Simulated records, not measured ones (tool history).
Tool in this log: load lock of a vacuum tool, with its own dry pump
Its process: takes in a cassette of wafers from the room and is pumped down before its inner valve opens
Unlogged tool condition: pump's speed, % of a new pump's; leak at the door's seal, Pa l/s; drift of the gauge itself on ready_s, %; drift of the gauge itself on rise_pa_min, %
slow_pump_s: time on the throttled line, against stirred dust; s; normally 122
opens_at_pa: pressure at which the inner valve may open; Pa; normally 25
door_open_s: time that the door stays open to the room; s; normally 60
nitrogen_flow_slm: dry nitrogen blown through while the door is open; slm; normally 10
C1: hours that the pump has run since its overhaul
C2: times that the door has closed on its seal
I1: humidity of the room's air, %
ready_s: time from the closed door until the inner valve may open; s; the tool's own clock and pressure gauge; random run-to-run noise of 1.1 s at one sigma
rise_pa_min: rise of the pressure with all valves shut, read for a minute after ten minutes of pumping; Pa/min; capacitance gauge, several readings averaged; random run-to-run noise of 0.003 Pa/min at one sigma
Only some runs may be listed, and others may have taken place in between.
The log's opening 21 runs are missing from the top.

run 22 hour=7476.8 | slow_pump_s=107 opens_at_pa=44 door_open_s=137 nitrogen_flow_slm=4 | C1=13720 C2=4481 | I1=45.8 | ready_s=172.6 rise_pa_min=0.084
run 23 hour=7906.8 | slow_pump_s=217 opens_at_pa=36 door_open_s=174 nitrogen_flow_slm=35 | C1=14150 C2=6158 | I1=45.0 | ready_s=264.4 rise_pa_min=0.070
run 24 hour=8192.8 | slow_pump_s=209 opens_at_pa=35 door_open_s=174 nitrogen_flow_slm=8 | C1=14436 C2=7273 | I1=46.5 | ready_s=259.0 rise_pa_min=0.105
-- hour=8486.4 dry pump taken out, an overhauled one fitted
run 25 hour=8627.6 | slow_pump_s=122 opens_at_pa=27 door_open_s=109 nitrogen_flow_slm=10 | C1=141 C2=8945 | I1=45.6 | ready_s=176.0 rise_pa_min=0.109
run 26 hour=8956.8 | slow_pump_s=122 opens_at_pa=25 door_open_s=60 nitrogen_flow_slm=5 | C1=470 C2=10228 | I1=46.6 | ready_s=176.5 rise_pa_min=0.140
run 27 hour=9296.2 | slow_pump_s=122 opens_at_pa=21 door_open_s=60 nitrogen_flow_slm=5 | C1=810 C2=11552 | I1=41.6 | ready_s=179.9 rise_pa_min=0.152
run 28 hour=9696.3 | slow_pump_s=146 opens_at_pa=21 door_open_s=143 nitrogen_flow_slm=5 | C1=1210 C2=13112 | I1=44.2 | ready_s=200.8 rise_pa_min=0.184
run 29 hour=10096.9 | slow_pump_s=230 opens_at_pa=31 door_open_s=143 nitrogen_flow_slm=41 | C1=1611 C2=14674 | I1=46.0 | ready_s=270.2 rise_pa_min=0.188
run 30 hour=10446.1 | slow_pump_s=83 opens_at_pa=38 door_open_s=143 nitrogen_flow_slm=31 | C1=1960 C2=16036 | I1=43.7 | ready_s=142.1 rise_pa_min=0.209
run 31 hour=10730.9 | slow_pump_s=83 opens_at_pa=49 door_open_s=143 nitrogen_flow_slm=29 | C1=2245 C2=17146 | I1=46.5 | ready_s=140.5 rise_pa_min=0.235
run 32 hour=11165.8 | slow_pump_s=202 opens_at_pa=49 door_open_s=143 nitrogen_flow_slm=29 | C1=2679 C2=18842 | I1=44.4 | ready_s=241.3 rise_pa_min=0.277
run 33 hour=11511.8 | slow_pump_s=100 opens_at_pa=49 door_open_s=59 nitrogen_flow_slm=29 | C1=3025 C2=20191 | I1=45.3 | ready_s=155.0 rise_pa_min=0.297
run 34 hour=11770.8 | slow_pump_s=152 opens_at_pa=25 door_open_s=122 nitrogen_flow_slm=10 | C1=3284 C2=21201 | I1=45.5 | ready_s=206.6 rise_pa_min=0.340
run 35 hour=12257.5 | slow_pump_s=122 opens_at_pa=21 door_open_s=42 nitrogen_flow_slm=10 | C1=3771 C2=23099 | I1=46.9 | ready_s=183.0 rise_pa_min=0.381
-- hour=12373.7 door's seal changed, seat wiped
run 36 hour=12610.9 | slow_pump_s=77 opens_at_pa=21 door_open_s=42 nitrogen_flow_slm=31 | C1=4123 C2=925 | I1=48.3 | ready_s=145.7 rise_pa_min=0.019
run 37 hour=12876.9 | slow_pump_s=77 opens_at_pa=21 door_open_s=42 nitrogen_flow_slm=31 | C1=4389 C2=1962 | I1=43.8 | ready_s=147.0 rise_pa_min=0.018

Predict each of these 3 candidate next runs independently; none follows another, all start after run 37:
run A hour=13222.5 | slow_pump_s=77 opens_at_pa=21 door_open_s=42 nitrogen_flow_slm=10 | C1=4735 C2=3310 | I1=45.4 | ready_s=? rise_pa_min=?
run B hour=13222.5 | slow_pump_s=120 opens_at_pa=24 door_open_s=42 nitrogen_flow_slm=31 | C1=4735 C2=3310 | I1=46.3 | ready_s=? rise_pa_min=?
run C hour=13222.5 | slow_pump_s=77 opens_at_pa=21 door_open_s=42 nitrogen_flow_slm=9 | C1=4735 C2=3310 | I1=42.3 | ready_s=? rise_pa_min=?

run=A ready_s=144.6 rise_pa_min=0.043
run=B ready_s=180.7 rise_pa_min=0.040
run=C ready_s=144.4 rise_pa_min=0.049
Without the tool's unlogged condition, the same runs would have read:
run=A ready_s=138.7 rise_pa_min=0.023
run=B ready_s=175.5 rise_pa_min=0.020
run=C ready_s=138.6 rise_pa_min=0.029

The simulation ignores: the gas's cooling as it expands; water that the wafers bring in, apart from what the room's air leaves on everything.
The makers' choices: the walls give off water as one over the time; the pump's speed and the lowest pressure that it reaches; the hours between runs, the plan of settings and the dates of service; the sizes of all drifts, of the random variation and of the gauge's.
